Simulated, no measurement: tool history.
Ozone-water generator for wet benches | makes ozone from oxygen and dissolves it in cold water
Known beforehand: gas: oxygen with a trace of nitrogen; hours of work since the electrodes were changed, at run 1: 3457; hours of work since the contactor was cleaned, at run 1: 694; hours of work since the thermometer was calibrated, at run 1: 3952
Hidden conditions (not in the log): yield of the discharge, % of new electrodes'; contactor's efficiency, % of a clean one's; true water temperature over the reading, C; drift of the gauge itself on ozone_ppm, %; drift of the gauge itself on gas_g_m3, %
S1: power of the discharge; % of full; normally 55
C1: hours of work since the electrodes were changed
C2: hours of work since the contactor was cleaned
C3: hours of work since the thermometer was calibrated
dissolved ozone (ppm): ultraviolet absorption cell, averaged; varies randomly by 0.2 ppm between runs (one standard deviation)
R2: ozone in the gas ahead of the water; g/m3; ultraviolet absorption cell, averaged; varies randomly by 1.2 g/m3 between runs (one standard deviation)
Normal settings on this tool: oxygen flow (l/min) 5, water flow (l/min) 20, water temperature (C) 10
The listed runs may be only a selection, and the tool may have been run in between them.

Run 1, hour 0: usual settings; C1 3457; C2 694; C3 3952. Result: dissolved ozone (ppm) 28.9, R2 217.9 g/m3.
Run 2, hour 44.4: usual settings; C1 3497; C2 734; C3 3992. Result: dissolved ozone (ppm) 28.6, R2 217.1 g/m3.
Run 3, hour 131.4: usual settings; C1 3575; C2 812; C3 4070. Result: dissolved ozone (ppm) 28.7, R2 216 g/m3.
Run 4, hour 226.9: usual settings but water flow (l/min) 23; C1 3661; C2 898; C3 4156. Result: dissolved ozone (ppm) 26.4, R2 215.9 g/m3.
Run 5, hour 316.9: usual settings but water flow (l/min) 23; C1 3742; C2 979; C3 4237. Result: dissolved ozone (ppm) 26.5, R2 218.5 g/m3.
Run 6, hour 368.4: usual settings but water flow (l/min) 23; C1 3788; C2 1025; C3 4283. Result: dissolved ozone (ppm) 26, R2 218 g/m3.
Run 7, hour 435.5: usual settings but water flow (l/min) 23; C1 3848; C2 1085; C3 4343. Result: dissolved ozone (ppm) 26, R2 217.9 g/m3.
Run 8, hour 488.8: usual settings but water flow (l/min) 23; C1 3896; C2 1133; C3 4391. Result: dissolved ozone (ppm) 26.3, R2 215 g/m3.
Run 9, hour 551.1: usual settings but water flow (l/min) 23; C1 3952; C2 1189; C3 4447. Result: dissolved ozone (ppm) 25.8, R2 215.6 g/m3.
At hour 577.2: water thermometer calibrated.
Run 10, hour 626.1: usual settings but water flow (l/min) 23; C1 4019; C2 1256; C3 44. Result: dissolved ozone (ppm) 25.9, R2 217.8 g/m3.
Run 11, hour 713.2: usual settings but oxygen flow (l/min) 6.26; C1 4097; C2 1334; C3 122. Result: dissolved ozone (ppm) 29.1, R2 191.5 g/m3.
Run 12, hour 787.5: usual settings but water flow (l/min) 30; C1 4164; C2 1401; C3 189. Result: dissolved ozone (ppm) 21, R2 218.6 g/m3.
Run 13, hour 837.3: usual settings but water flow (l/min) 30; C1 4209; C2 1446; C3 234. Result: dissolved ozone (ppm) 21.3, R2 218.5 g/m3.
Run 14, hour 885.4: usual settings but water flow (l/min) 30; C1 4252; C2 1489; C3 277. Result: dissolved ozone (ppm) 20.9, R2 218.7 g/m3.
Run 15, hour 933.1: usual settings but S1 51 % of full, oxygen flow (l/min) 7.76, water flow (l/min) 30; C1 4295; C2 1532; C3 320. Result: dissolved ozone (ppm) 21, R2 162.7 g/m3.
Run 16, hour 988.3: usual settings but S1 42 % of full, oxygen flow (l/min) 4.45, water flow (l/min) 30; C1 4344; C2 1581; C3 369. Result: dissolved ozone (ppm) 17.4, R2 195.1 g/m3.
Run 17, hour 1061.5: usual settings but S1 46 % of full, oxygen flow (l/min) 6.21, water flow (l/min) 13; C1 4410; C2 1647; C3 435. Result: dissolved ozone (ppm) 33.8, R2 170.4 g/m3.
Run 18, hour 1152.4: usual settings but S1 92 % of full, oxygen flow (l/min) 6.76, water flow (l/min) 23; C1 4492; C2 1728; C3 516. Result: dissolved ozone (ppm) 37.4, R2 256.9 g/m3.
Run 19, hour 1200.9: usual settings but S1 57 % of full, oxygen flow (l/min) 6.76, water flow (l/min) 30, water temperature (C) 11; C1 4535; C2 1772; C3 560. Result: dissolved ozone (ppm) 21.9, R2 187.7 g/m3.
Run 20, hour 1298.9: usual settings but S1 57 % of full, oxygen flow (l/min) 6.76, water flow (l/min) 30, water temperature (C) 11; C1 4623; C2 1860; C3 648. Result: dissolved ozone (ppm) 22.1, R2 186.8 g/m3.
Run 21, hour 1367.7: usual settings but S1 57 % of full, oxygen flow (l/min) 6.76, water flow (l/min) 30, water temperature (C) 11; C1 4685; C2 1922; C3 710. Result: dissolved ozone (ppm) 21.9, R2 186.4 g/m3.
Run 22, hour 1436.1: usual settings but S1 67 % of full, oxygen flow (l/min) 4.66, water flow (l/min) 14, water temperature (C) 12; C1 4746; C2 1983; C3 771. Result: dissolved ozone (ppm) 40.7, R2 255.4 g/m3.
Run 23, hour 1488.1: usual settings but S1 67 % of full, oxygen flow (l/min) 4.66, water flow (l/min) 23, water temperature (C) 5; C1 4793; C2 2030; C3 818. Result: dissolved ozone (ppm) 31.1, R2 258.3 g/m3.
Run 24, hour 1579: usual settings but water flow (l/min) 25; C1 4875; C2 2112; C3 900. Result: dissolved ozone (ppm) 24.4, R2 217.3 g/m3.
Run 25, hour 1669.9: usual settings but S1 79 % of full, oxygen flow (l/min) 3.18, water flow (l/min) 32; C1 4956; C2 2193; C3 981. Result: dissolved ozone (ppm) 22.9, R2 355.5 g/m3.
Run 26, hour 1754.3: usual settings but oxygen flow (l/min) 2.79, water temperature (C) 12; C1 5032; C2 2269; C3 1057. Result: dissolved ozone (ppm) 26.7, R2 303.2 g/m3.
Run 27, hour 1852.5: usual settings but S1 70 % of full, oxygen flow (l/min) 2.79, water flow (l/min) 28, water temperature (C) 12; C1 5120; C2 2357; C3 1145. Result: dissolved ozone (ppm) 22.8, R2 355 g/m3.
Run 28, hour 1926.1: usual settings but S1 70 % of full, oxygen flow (l/min) 2.79, water flow (l/min) 29, water temperature (C) 12; C1 5186; C2 2423; C3 1211. Result: dissolved ozone (ppm) 22.4, R2 354.6 g/m3.

Consider 4 possible next runs. They are alternatives, not a sequence: every one starts from the tool as it was left by run 28. What does each give?
Run A, hour 2011.2: usual settings but S1 70 % of full, oxygen flow (l/min) 5.45, water flow (l/min) 29, water temperature (C) 12; C1 5263; C2 2500; C3 1288. Result: dissolved ozone (ppm) ?, R2 ?.
Run B, hour 2011.2: usual settings but S1 70 % of full, oxygen flow (l/min) 2.79, water flow (l/min) 22, water temperature (C) 12; C1 5263; C2 2500; C3 1288. Result: dissolved ozone (ppm) ?, R2 ?.
Run C, hour 2011.2: usual settings but water flow (l/min) 12; C1 5263; C2 2500; C3 1288. Result: dissolved ozone (ppm) ?, R2 ?.
Run D, hour 2011.2: usual settings but S1 45 % of full, oxygen flow (l/min) 2.79, water flow (l/min) 21, water temperature (C) 6; C1 5263; C2 2500; C3 1288. Result: dissolved ozone (ppm) ?, R2 ?.

run  dissolved ozone (ppm)     R2
  A                     25  243.7
  B                   28.5  355.9
  C                   41.1  218.3
  D                   23.5  263.8
Stripped of hidden state, with their random variation kept, the same runs would have yielded:
run  dissolved ozone (ppm)     R2
  A                   25.1  243.9
  B                   28.6  356.3
  C                   41.1  218.5
  D                   23.6    264
